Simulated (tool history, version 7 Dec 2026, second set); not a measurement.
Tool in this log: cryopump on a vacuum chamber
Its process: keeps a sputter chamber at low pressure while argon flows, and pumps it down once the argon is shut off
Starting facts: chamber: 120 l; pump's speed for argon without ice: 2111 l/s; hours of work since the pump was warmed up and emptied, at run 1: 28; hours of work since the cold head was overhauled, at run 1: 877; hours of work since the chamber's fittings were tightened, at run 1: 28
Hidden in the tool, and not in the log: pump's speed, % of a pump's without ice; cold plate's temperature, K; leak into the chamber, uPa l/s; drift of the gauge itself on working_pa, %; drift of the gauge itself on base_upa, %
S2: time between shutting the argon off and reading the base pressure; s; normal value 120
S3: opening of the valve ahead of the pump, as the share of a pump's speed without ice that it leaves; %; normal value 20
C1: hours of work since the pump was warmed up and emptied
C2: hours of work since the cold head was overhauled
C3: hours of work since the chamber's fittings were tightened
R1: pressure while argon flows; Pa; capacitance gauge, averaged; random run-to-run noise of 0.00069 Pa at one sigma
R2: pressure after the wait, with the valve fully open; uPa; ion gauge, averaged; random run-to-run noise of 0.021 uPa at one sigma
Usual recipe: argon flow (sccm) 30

{"run": 1, "hour": 0.0, "argon flow (sccm)": 30, "S2": 120, "S3": 20, "C1": 28, "C2": 877, "C3": 28, "R1": 0.1206, "R2": 0.42}
{"run": 2, "hour": 56.5, "argon flow (sccm)": 30, "S2": 120, "S3": 20, "C1": 63, "C2": 911, "C3": 63, "R1": 0.1217, "R2": 0.5}
{"run": 3, "hour": 167.8, "argon flow (sccm)": 30, "S2": 120, "S3": 20, "C1": 130, "C2": 978, "C3": 130, "R1": 0.1222, "R2": 0.59}
{"run": 4, "hour": 223.1, "argon flow (sccm)": 30, "S2": 120, "S3": 20, "C1": 164, "C2": 1012, "C3": 164, "R1": 0.1218, "R2": 0.61}
{"run": 5, "hour": 299.1, "argon flow (sccm)": 30, "S2": 120, "S3": 20, "C1": 210, "C2": 1058, "C3": 210, "R1": 0.1243, "R2": 0.63}
{"run": 6, "hour": 374.6, "argon flow (sccm)": 30, "S2": 120, "S3": 20, "C1": 255, "C2": 1104, "C3": 255, "R1": 0.1236, "R2": 0.71}
{"run": 7, "hour": 472.8, "argon flow (sccm)": 30, "S2": 120, "S3": 20, "C1": 315, "C2": 1163, "C3": 315, "R1": 0.125, "R2": 0.8}
{"run": 8, "hour": 538.1, "argon flow (sccm)": 30, "S2": 120, "S3": 20, "C1": 354, "C2": 1203, "C3": 354, "R1": 0.1245, "R2": 0.79}
{"run": 9, "hour": 601.1, "argon flow (sccm)": 30, "S2": 120, "S3": 20, "C1": 393, "C2": 1241, "C3": 393, "R1": 0.1258, "R2": 0.87}
{"run": 10, "hour": 692.1, "argon flow (sccm)": 30, "S2": 120, "S3": 20, "C1": 448, "C2": 1296, "C3": 448, "R1": 0.1259, "R2": 0.96}
{"run": 11, "hour": 765.9, "argon flow (sccm)": 30, "S2": 120, "S3": 20, "C1": 492, "C2": 1341, "C3": 492, "R1": 0.125, "R2": 0.97}
{"run": 12, "hour": 879.5, "argon flow (sccm)": 30, "S2": 120, "S3": 20, "C1": 561, "C2": 1410, "C3": 561, "R1": 0.1282, "R2": 1.07}
{"run": 13, "hour": 963.6, "argon flow (sccm)": 17, "S2": 39, "S3": 37, "C1": 612, "C2": 1461, "C3": 612, "R1": 0.0418, "R2": 1.74}
{"run": 14, "hour": 1062.0, "argon flow (sccm)": 17, "S2": 39, "S3": 37, "C1": 672, "C2": 1520, "C3": 672, "R1": 0.0425, "R2": 1.84}
{"run": 15, "hour": 1179.8, "argon flow (sccm)": 31, "S2": 36, "S3": 34, "C1": 743, "C2": 1592, "C3": 743, "R1": 0.0844, "R2": 2.02}
{"hour": 1232.4, "done": "pump warmed up, emptied and cooled again"}
{"run": 16, "hour": 1290.8, "argon flow (sccm)": 31, "S2": 36, "S3": 34, "C1": 35, "C2": 1656, "C3": 807, "R1": 0.0746, "R2": 1.83}
{"run": 17, "hour": 1348.9, "argon flow (sccm)": 30, "S2": 31, "S3": 23, "C1": 71, "C2": 1691, "C3": 843, "R1": 0.1051, "R2": 1.93}
{"run": 18, "hour": 1429.7, "argon flow (sccm)": 18, "S2": 104, "S3": 27, "C1": 120, "C2": 1740, "C3": 891, "R1": 0.0553, "R2": 1.33}
{"run": 19, "hour": 1537.9, "argon flow (sccm)": 18, "S2": 104, "S3": 27, "C1": 185, "C2": 1805, "C3": 957, "R1": 0.0559, "R2": 1.5}
{"run": 20, "hour": 1586.9, "argon flow (sccm)": 35, "S2": 64, "S3": 23, "C1": 215, "C2": 1835, "C3": 987, "R1": 0.1249, "R2": 1.72}
{"run": 21, "hour": 1670.6, "argon flow (sccm)": 26, "S2": 127, "S3": 23, "C1": 265, "C2": 1886, "C3": 1037, "R1": 0.0936, "R2": 1.53}
{"run": 22, "hour": 1779.1, "argon flow (sccm)": 26, "S2": 127, "S3": 23, "C1": 331, "C2": 1952, "C3": 1103, "R1": 0.0955, "R2": 1.61}
{"run": 23, "hour": 1888.3, "argon flow (sccm)": 26, "S2": 127, "S3": 23, "C1": 397, "C2": 2018, "C3": 1169, "R1": 0.0956, "R2": 1.62}

Alternative continuations, all from the tool just after run 23; predict every row:
{"run": "A", "hour": 1962.7, "argon flow (sccm)": 30, "S2": 226, "S3": 42, "C1": 442, "C2": 2063, "C3": 1214, "R1": "?", "R2": "?"}
{"run": "B", "hour": 1962.7, "argon flow (sccm)": 13, "S2": 121, "S3": 19, "C1": 442, "C2": 2063, "C3": 1214, "R1": "?", "R2": "?"}
{"run": "C", "hour": 1962.7, "argon flow (sccm)": 44, "S2": 86, "S3": 20, "C1": 442, "C2": 2063, "C3": 1214, "R1": "?", "R2": "?"}
{"run": "D", "hour": 1962.7, "argon flow (sccm)": 13, "S2": 32, "S3": 20, "C1": 442, "C2": 2063, "C3": 1214, "R1": "?", "R2": "?"}

run=A R1=0.0640 R2=1.68
run=B R1=0.0583 R2=1.77
run=C R1=0.1866 R2=1.91
run=D R1=0.0552 R2=2.54
What these runs would have given with no unlogged condition in the tool:
run=A R1=0.0574 R2=0.27
run=B R1=0.0555 R2=0.40
run=C R1=0.1769 R2=0.50
run=D R1=0.0523 R2=1.12

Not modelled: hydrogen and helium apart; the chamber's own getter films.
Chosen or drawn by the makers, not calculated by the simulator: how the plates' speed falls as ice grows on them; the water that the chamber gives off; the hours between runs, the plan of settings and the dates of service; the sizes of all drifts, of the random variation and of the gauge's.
